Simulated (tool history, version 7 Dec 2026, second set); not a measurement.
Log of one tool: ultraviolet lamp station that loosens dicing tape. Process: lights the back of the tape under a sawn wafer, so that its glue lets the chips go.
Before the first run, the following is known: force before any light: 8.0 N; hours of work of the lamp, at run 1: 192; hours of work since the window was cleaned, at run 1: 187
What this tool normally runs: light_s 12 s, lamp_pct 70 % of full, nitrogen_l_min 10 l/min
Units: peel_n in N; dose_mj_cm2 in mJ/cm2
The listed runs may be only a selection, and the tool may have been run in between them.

run	hour	light_s	lamp_pct	nitrogen_l_min	hours of work of the lamp	hours of work since the window was cleaned	peel_n	dose_mj_cm2
1	0.0	12	70	10	192	187	0.381	366
2	23.2	12	70	10	202	197	0.374	363
3	46.2	12	70	10	212	207	0.370	365
4	56.6	12	70	10	217	211	0.372	363
5	70.9	12	70	10	223	217	0.380	365
6	91.8	12	70	10	232	226	0.368	366
7	111.6	12	70	10	240	235	0.366	367
8	131.2	12	70	10	249	243	0.367	360
9	153.2	12	70	10	258	253	0.373	359
10	174.4	12	70	10	267	262	0.379	360
11	188.4	22	70	10	273	268	0.143	666
12	205.0	12	70	10	280	275	0.371	364
13	225.6	12	70	10	289	284	0.376	364
14	241.4	12	70	10	296	291	0.363	366
15	251.9	12	86	10	300	295	0.235	451
16	262.8	10	70	10	305	300	0.544	306
17	279.7	10	70	10	312	307	0.565	307
18	303.3	7	70	10	322	317	1.163	212
19	324.9	7	70	10	332	326	1.200	212
20	344.8	7	70	10	340	335	1.170	214
21	361.4	7	70	10	347	342	1.149	212
22	373.0	8	70	10	352	347	0.922	243
23	395.9	20	98	17	362	357	0.133	851
24	420.1	12	70	19	373	367	0.297	367
25	434.6	12	85	9	379	373	0.243	438
26	452.7	6	81	3	387	381	1.896	213
27	472.4	12	70	9	395	390	0.366	359
28	487.8	16	70	18	402	396	0.178	483
29	506.6	11	79	6	410	404	0.454	375
30	528.1	7	60	13	419	414	1.440	184
31	538.2	11	87	10	423	418	0.289	411
32	560.3	17	98	4	433	427	0.157	723
33	574.5	12	67	13	439	434	0.368	356
34	591.2	12	67	13	446	441	0.383	347
35	608.9	23	70	10	454	448	0.140	687
36	629.9	17	71	10	463	457	0.189	518
37	643.0	17	71	10	468	463	0.176	525
38	659.2	6	70	8	475	470	1.607	179
39	672.2	9	70	10	481	475	0.708	276
40	692.9	9	70	10	490	484	0.716	274
41	707.7	9	70	10	496	491	0.701	271
42	731.7	18	86	10	506	501	0.142	669
43	748.4	18	86	10	513	508	0.138	671

Consider 3 possible next runs. They are alternatives, not a sequence: every one starts from the tool as it was left by run 43. What does each give?
A	763.5	18	72	14	520	515	?	?
B	763.5	24	86	13	520	515	?	?
C	763.5	12	64	8	520	515	?	?

run	peel_n	dose_mj_cm2
A	0.156	560
B	0.117	897
C	0.498	329
With no hidden state in the tool, these same runs would have given:
run	peel_n	dose_mj_cm2
A	0.155	562
B	0.116	899
C	0.494	330
